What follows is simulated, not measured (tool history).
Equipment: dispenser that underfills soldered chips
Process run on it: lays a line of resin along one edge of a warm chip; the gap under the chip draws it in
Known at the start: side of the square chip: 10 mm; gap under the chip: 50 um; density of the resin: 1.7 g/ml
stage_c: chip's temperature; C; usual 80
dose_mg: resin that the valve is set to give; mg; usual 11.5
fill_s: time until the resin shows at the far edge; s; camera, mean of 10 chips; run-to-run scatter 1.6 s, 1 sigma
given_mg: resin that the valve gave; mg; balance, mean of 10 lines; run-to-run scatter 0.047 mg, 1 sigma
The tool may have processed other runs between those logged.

run 1 day=0.000 | stage_c=80 dose_mg=11.5 | fill_s=223.3 given_mg=11.42
run 2 day=0.329 | stage_c=80 dose_mg=11.5 | fill_s=181.0 given_mg=11.41
run 3 day=0.588 | stage_c=80 dose_mg=10.9 | fill_s=233.6 given_mg=10.81
run 4 day=0.883 | stage_c=80 dose_mg=10.9 | fill_s=187.2 given_mg=10.76
run 5 day=1.208 | stage_c=80 dose_mg=10.9 | fill_s=152.9 given_mg=10.71
run 6 day=1.421 | stage_c=80 dose_mg=10.9 | fill_s=185.5 given_mg=10.65
run 7 day=1.721 | stage_c=80 dose_mg=10.9 | fill_s=239.2 given_mg=10.67
run 8 day=1.938 | stage_c=80 dose_mg=10.9 | fill_s=180.9 given_mg=10.64
run 9 day=2.108 | stage_c=80 dose_mg=10.9 | fill_s=207.0 given_mg=10.61
run 10 day=2.275 | stage_c=80 dose_mg=10.9 | fill_s=241.3 given_mg=10.61
run 11 day=2.525 | stage_c=68 dose_mg=10.9 | fill_s=347.6 given_mg=10.62
run 12 day=2.854 | stage_c=92 dose_mg=12.7 | fill_s=129.6 given_mg=12.32
run 13 day=3.033 | stage_c=92 dose_mg=11.2 | fill_s=95.9 given_mg=10.82
run 14 day=3.304 | stage_c=92 dose_mg=11.2 | fill_s=121.0 given_mg=10.83
run 15 day=3.521 | stage_c=69 dose_mg=12.0 | fill_s=280.9 given_mg=11.63
run 16 day=3.733 | stage_c=88 dose_mg=13.5 | fill_s=129.1 given_mg=12.96
run 17 day=3.962 | stage_c=89 dose_mg=11.7 | fill_s=152.3 given_mg=11.21
run 18 day=4.208 | stage_c=89 dose_mg=11.7 | fill_s=113.5 given_mg=11.25
run 19 day=4.479 | stage_c=89 dose_mg=11.7 | fill_s=143.3 given_mg=11.25
run 20 day=4.696 | stage_c=65 dose_mg=12.6 | fill_s=353.9 given_mg=12.06

Not shown here: 9 entries made in the log between runs. Locate each between two listed runs and compare the hidden state at the listed run before it with the hidden state at the listed run after it:
Logged between run 1 and run 2: new syringe of resin (day 0.100)
  resin's viscosity, % of fresh resin's: 149.3 -> 120.5; dose that the valve gives, % of what is set: 99.51 -> 99.23; true chip temperature over the reading, C: 0.33 -> 0.36
  measured minus no-state result, fill_s: +71.4 -> +28.3 s; given_mg: -0.06 -> -0.09 mg
Logged between run 3 and run 4: new syringe of resin (day 0.654)
  resin's viscosity, % of fresh resin's: 150.4 -> 121.9; dose that the valve gives, % of what is set: 99 -> 98.73; true chip temperature over the reading, C: 0.39 -> 0.42
  measured minus no-state result, fill_s: +75.6 -> +31.1 s; given_mg: -0.11 -> -0.14 mg
Logged between run 4 and run 5: new syringe of resin (day 1.208)
  resin's viscosity, % of fresh resin's: 121.9 -> 99.9; dose that the valve gives, % of what is set: 98.73 -> 98.45; true chip temperature over the reading, C: 0.42 -> 0.44
  measured minus no-state result, fill_s: +31.1 -> -2.8 s; given_mg: -0.14 -> -0.17 mg
Logged between run 7 and run 8: new syringe of resin (day 1.767)
  resin's viscosity, % of fresh resin's: 155.3 -> 117.1; dose that the valve gives, % of what is set: 98.01 -> 97.82; true chip temperature over the reading, C: 0.49 -> 0.51
  measured minus no-state result, fill_s: +82.4 -> +23.6 s; given_mg: -0.22 -> -0.24 mg
Logged between run 10 and run 11: new syringe of resin (day 2.321)
  resin's viscosity, % of fresh resin's: 156.9 -> 119.4; dose that the valve gives, % of what is set: 97.53 -> 97.31; true chip temperature over the reading, C: 0.54 -> 0.56
  measured minus no-state result, fill_s: +84.7 -> +50.4 s; given_mg: -0.27 -> -0.29 mg
Logged between run 12 and run 13: new syringe of resin (day 2.879)
  resin's viscosity, % of fresh resin's: 158.2 -> 112.5; dose that the valve gives, % of what is set: 97.01 -> 96.86; true chip temperature over the reading, C: 0.59 -> 0.6
  measured minus no-state result, fill_s: +45.8 -> +9.0 s; given_mg: -0.38 -> -0.35 mg
Logged between run 14 and run 15: new syringe of resin (day 3.446)
  resin's viscosity, % of fresh resin's: 142 -> 107.6; dose that the valve gives, % of what is set: 96.64 -> 96.46; true chip temperature over the reading, C: 0.63 -> 0.65
  measured minus no-state result, fill_s: +34.2 -> +12.9 s; given_mg: -0.38 -> -0.42 mg
Logged between run 17 and run 18: new syringe of resin (day 4.012)
  resin's viscosity, % of fresh resin's: 157.4 -> 118.3; dose that the valve gives, % of what is set: 96.09 -> 95.86; true chip temperature over the reading, C: 0.69 -> 0.71
  measured minus no-state result, fill_s: +53.0 -> +15.3 s; given_mg: -0.46 -> -0.48 mg
Logged between run 19 and run 20: new syringe of resin (day 4.562)
  resin's viscosity, % of fresh resin's: 149.4 -> 110.3; dose that the valve gives, % of what is set: 95.63 -> 95.46; true chip temperature over the reading, C: 0.74 -> 0.76
  measured minus no-state result, fill_s: +45.0 -> +22.3 s; given_mg: -0.51 -> -0.57 mg
